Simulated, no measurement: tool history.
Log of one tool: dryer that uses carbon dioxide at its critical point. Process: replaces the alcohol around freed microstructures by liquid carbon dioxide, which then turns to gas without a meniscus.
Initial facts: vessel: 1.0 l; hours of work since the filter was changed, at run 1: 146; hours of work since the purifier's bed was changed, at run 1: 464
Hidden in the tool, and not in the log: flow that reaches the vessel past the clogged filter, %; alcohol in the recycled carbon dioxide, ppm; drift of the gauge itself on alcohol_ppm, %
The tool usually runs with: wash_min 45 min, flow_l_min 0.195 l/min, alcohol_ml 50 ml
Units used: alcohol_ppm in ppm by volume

| run | hour | wash_min | flow_l_min | alcohol_ml | hours of work since the filter was changed | hours of work since the purifier's bed was changed | alcohol_ppm |
|---|---|---|---|---|---|---|---|
| 1 | 0.0 | 45 | 0.195 | 50 | 146 | 464 | 58 |
| 2 | 31.2 | 45 | 0.195 | 50 | 158 | 477 | 60 |
| 3 | 59.1 | 45 | 0.195 | 41 | 169 | 488 | 55 |
| 4 | 81.8 | 45 | 0.195 | 50 | 178 | 497 | 61 |
| 5 | 114.6 | 43 | 0.195 | 50 | 191 | 509 | 80 |
| 6 | 157.5 | 56 | 0.187 | 44 | 208 | 526 | 28 |
| 7 | 181.4 | 32 | 0.195 | 24 | 217 | 536 | 183 |
| 8 | 200.6 | 69 | 0.140 | 47 | 225 | 543 | 41 |
| 9 | 237.4 | 69 | 0.140 | 47 | 239 | 558 | 42 |
| 10 | 275.6 | 57 | 0.144 | 33 | 254 | 573 | 70 |

What if the next run were any one of these 3? Each begins from the tool's condition after run 10:
| A | 297.5 | 72 | 0.269 | 79 | 263 | 581 | ? |
| B | 297.5 | 70 | 0.209 | 43 | 263 | 581 | ? |
| C | 297.5 | 57 | 0.181 | 34 | 263 | 581 | ? |

| run | alcohol_ppm |
|---|---|
| A | 18 |
| B | 21 |
| C | 25 |
Without the tool's hidden state the same runs would have given:
| run | alcohol_ppm |
|---|---|
| A | 4 |
| B | 7 |
| C | 6 |
